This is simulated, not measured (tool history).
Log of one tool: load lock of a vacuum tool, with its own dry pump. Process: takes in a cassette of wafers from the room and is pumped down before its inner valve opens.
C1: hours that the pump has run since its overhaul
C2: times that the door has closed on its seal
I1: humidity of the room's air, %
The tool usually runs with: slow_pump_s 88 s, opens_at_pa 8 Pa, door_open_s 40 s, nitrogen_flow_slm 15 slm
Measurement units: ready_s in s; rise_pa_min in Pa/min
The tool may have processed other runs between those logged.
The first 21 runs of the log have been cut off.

run 22 hour=6524 | slow_pump_s=88 opens_at_pa=11 door_open_s=40 nitrogen_flow_slm=5 | C1=5596 C2=44695 | I1=47.1 | ready_s=147.4 rise_pa_min=0.237
run 23 hour=6961.2 | slow_pump_s=88 opens_at_pa=11 door_open_s=40 nitrogen_flow_slm=5 | C1=6033 C2=46652 | I1=45.4 | ready_s=146.7 rise_pa_min=0.267
run 24 hour=7226.4 | slow_pump_s=88 opens_at_pa=11 door_open_s=40 nitrogen_flow_slm=5 | C1=6299 C2=47839 | I1=46.8 | ready_s=146.6 rise_pa_min=0.262
run 25 hour=7422.6 | slow_pump_s=88 opens_at_pa=8 door_open_s=40 nitrogen_flow_slm=15 | C1=6495 C2=48717 | I1=46.4 | ready_s=150 rise_pa_min=0.265
run 26 hour=7776.3 | slow_pump_s=88 opens_at_pa=8 door_open_s=40 nitrogen_flow_slm=15 | C1=6848 C2=50301 | I1=45 | ready_s=150.3 rise_pa_min=0.282
-- hour=7897.4 door's seal changed, seat wiped
run 27 hour=8222.6 | slow_pump_s=88 opens_at_pa=8 door_open_s=40 nitrogen_flow_slm=15 | C1=7293 C2=1456 | I1=44.4 | ready_s=150.8 rise_pa_min=0.018
run 28 hour=8489.3 | slow_pump_s=64 opens_at_pa=8 door_open_s=211 nitrogen_flow_slm=15 | C1=7560 C2=2650 | I1=41.3 | ready_s=131 rise_pa_min=0.046
run 29 hour=8723.8 | slow_pump_s=56 opens_at_pa=8 door_open_s=211 nitrogen_flow_slm=31 | C1=7795 C2=3700 | I1=43.8 | ready_s=124.2 rise_pa_min=0.04
run 30 hour=8954.8 | slow_pump_s=56 opens_at_pa=8 door_open_s=211 nitrogen_flow_slm=31 | C1=8025 C2=4733 | I1=48.6 | ready_s=124.3 rise_pa_min=0.046
run 31 hour=9240 | slow_pump_s=56 opens_at_pa=8 door_open_s=211 nitrogen_flow_slm=31 | C1=8311 C2=6010 | I1=45.2 | ready_s=124.9 rise_pa_min=0.043
run 32 hour=9685 | slow_pump_s=56 opens_at_pa=8 door_open_s=211 nitrogen_flow_slm=31 | C1=8756 C2=8003 | I1=42.6 | ready_s=125.4 rise_pa_min=0.046
run 33 hour=10019 | slow_pump_s=49 opens_at_pa=8 door_open_s=68 nitrogen_flow_slm=36 | C1=9090 C2=9498 | I1=45.4 | ready_s=119.7 rise_pa_min=0.045
run 34 hour=10240.6 | slow_pump_s=49 opens_at_pa=8 door_open_s=68 nitrogen_flow_slm=36 | C1=9311 C2=10490 | I1=45.4 | ready_s=120.3 rise_pa_min=0.041
run 35 hour=10640.7 | slow_pump_s=49 opens_at_pa=8 door_open_s=68 nitrogen_flow_slm=36 | C1=9711 C2=12281 | I1=43.1 | ready_s=120.4 rise_pa_min=0.049
run 36 hour=10974.3 | slow_pump_s=49 opens_at_pa=8 door_open_s=68 nitrogen_flow_slm=36 | C1=10045 C2=13774 | I1=43.3 | ready_s=120.1 rise_pa_min=0.055

Forecast each of these 3 alternatives for the next run:
run A hour=11207.3 | slow_pump_s=88 opens_at_pa=6 door_open_s=34 nitrogen_flow_slm=9 | C1=10278 C2=14818 | I1=44.8 | ready_s=? rise_pa_min=?
run B hour=11207.3 | slow_pump_s=47 opens_at_pa=8 door_open_s=62 nitrogen_flow_slm=15 | C1=10278 C2=14818 | I1=46.1 | ready_s=? rise_pa_min=?
run C hour=11207.3 | slow_pump_s=88 opens_at_pa=8 door_open_s=40 nitrogen_flow_slm=12 | C1=10278 C2=14818 | I1=41.6 | ready_s=? rise_pa_min=?

run=A ready_s=155 rise_pa_min=0.061
run=B ready_s=118.2 rise_pa_min=0.066
run=C ready_s=152.9 rise_pa_min=0.058
What these runs would have given with no unlogged condition in the tool:
run=A ready_s=149.2 rise_pa_min=0.022
run=B ready_s=112 rise_pa_min=0.027
run=C ready_s=147.4 rise_pa_min=0.02

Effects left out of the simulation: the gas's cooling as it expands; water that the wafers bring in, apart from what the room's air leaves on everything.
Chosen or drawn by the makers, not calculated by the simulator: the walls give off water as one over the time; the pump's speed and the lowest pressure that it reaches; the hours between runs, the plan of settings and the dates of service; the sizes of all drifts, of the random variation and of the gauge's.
